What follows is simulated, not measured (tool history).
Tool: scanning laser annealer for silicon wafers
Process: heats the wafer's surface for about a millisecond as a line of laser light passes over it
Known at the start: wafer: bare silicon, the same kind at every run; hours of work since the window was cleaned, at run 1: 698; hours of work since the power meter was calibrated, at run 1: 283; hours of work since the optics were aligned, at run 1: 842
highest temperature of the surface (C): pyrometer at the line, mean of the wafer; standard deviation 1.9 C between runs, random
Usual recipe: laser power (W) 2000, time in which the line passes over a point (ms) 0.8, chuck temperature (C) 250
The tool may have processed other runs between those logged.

run	day	laser power (W)	time in which the line passes over a point (ms)	chuck temperature (C)	hours of work since the window was cleaned	hours of work since the power meter was calibrated	hours of work since the optics were aligned	highest temperature of the surface (C)
1	0	2000	0.8	250	698	283	842	1083
2	1.1	1767	0.8	250	709	294	853	957
# day 1.821: optics aligned, line set to its width
3	2.021	2000	0.614	250	716	301	2	967
4	2.979	2000	0.614	250	725	310	11	965
5	3.817	2000	0.614	250	733	318	19	967
6	4.821	2000	0.614	250	743	328	29	967
7	5.788	2000	0.67	250	752	337	39	1003
8	6.412	2000	0.67	250	758	343	45	1006
9	7.8	2000	0.67	250	772	357	58	1005
10	8.488	2000	0.67	242	778	364	65	997
# day 9.017: window over the wafer cleaned
11	9.488	2000	0.8	250	5	372	74	1085
12	10.171	2000	0.731	250	11	379	80	1042
13	10.908	2000	0.731	250	18	386	88	1045
14	12.146	2000	0.8	250	30	398	100	1087
15	12.938	2000	0.8	250	38	406	107	1084
16	13.938	2000	0.721	250	48	416	117	1036
17	14.817	2037	0.721	250	56	424	126	1055
18	15.438	2037	0.721	250	62	430	132	1054
19	16.508	2037	0.721	250	73	441	142	1055
20	17.867	2037	0.721	250	86	454	155	1057
21	19.25	2037	0.721	250	100	467	169	1061
22	19.912	1719	0.657	217	106	474	175	826
23	20.621	2144	0.782	217	113	481	182	1123
24	21.217	1950	0.906	222	119	487	188	1090
25	22.575	1950	0.906	222	132	500	201	1091
26	23.779	2169	0.772	259	144	512	213	1174
27	25.025	2158	0.842	250	156	524	225	1204
28	26.383	1852	0.759	237	169	537	238	965
29	27.288	1920	0.589	222	178	546	247	880
30	27.883	2081	0.622	250	184	551	253	1007
31	28.688	2162	0.859	277	191	559	261	1251
32	29.954	2155	0.862	237	204	572	273	1201
33	30.833	2035	0.639	215	212	580	282	965
34	31.808	2035	0.639	215	222	590	291	964
35	33.079	2000	0.612	224	234	602	303	939
36	33.871	2000	0.612	224	242	610	311	940
37	34.579	2121	0.8	250	249	617	318	1157
38	35.583	2000	0.8	284	259	626	328	1120
39	36.917	2000	0.882	216	272	639	341	1103
40	37.958	1789	0.775	218	282	649	351	925
41	38.817	2177	0.8	289	290	658	359	1226
42	39.992	2177	0.8	289	301	669	371	1221

Below are 3 alternative next runs, each starting from the tool's condition after run 42. Predict each:
A	41.117	2000	0.8	236	312	680	382	?
B	41.117	1750	0.627	250	312	680	382	?
C	41.117	2177	0.8	273	312	680	382	?

run	highest temperature of the surface (C)
A	1072
B	854
C	1211
With no hidden state in the tool, these same runs would have given:
run	highest temperature of the surface (C)
A	1072
B	855
C	1212
